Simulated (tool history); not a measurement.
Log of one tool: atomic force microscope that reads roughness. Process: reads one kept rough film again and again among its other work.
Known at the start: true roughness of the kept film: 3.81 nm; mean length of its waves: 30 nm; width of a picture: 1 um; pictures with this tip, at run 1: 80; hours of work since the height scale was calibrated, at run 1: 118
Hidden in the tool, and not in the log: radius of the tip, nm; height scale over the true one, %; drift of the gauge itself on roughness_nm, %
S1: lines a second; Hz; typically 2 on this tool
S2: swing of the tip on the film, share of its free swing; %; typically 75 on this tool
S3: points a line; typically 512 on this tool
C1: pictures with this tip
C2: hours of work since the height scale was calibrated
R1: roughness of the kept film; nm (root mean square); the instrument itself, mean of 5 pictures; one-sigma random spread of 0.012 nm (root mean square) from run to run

run	hour	S1	S2	S3	C1	C2	R1
1	0	2	75	512	80	118	2.641
2	6.4	2	75	512	88	121	2.62
3	13.1	2	75	512	97	124	2.606
4	18.3	2	75	512	104	127	2.584
5	25	2	79	512	112	131	2.477
6	34.5	2	79	512	124	136	2.465
7	43.4	2	79	512	136	140	2.435
8	49.6	2	79	512	144	144	2.435
9	55.2	2	79	512	151	147	2.434
10	63.6	2	79	421	162	151	2.4
11	68.2	0.58	72	627	168	153	2.741
12	78.1	0.63	70	517	181	159	2.698
13	83.5	1.83	72	512	187	161	2.471

For run 14, what comes out?
14	88.8	0.83	72	764	194	164	?

Run 14 came out at R1 2.626 nm (root mean square).
Had the tool carried no hidden state, the very same run would have given R1 3.081 nm (root mean square).
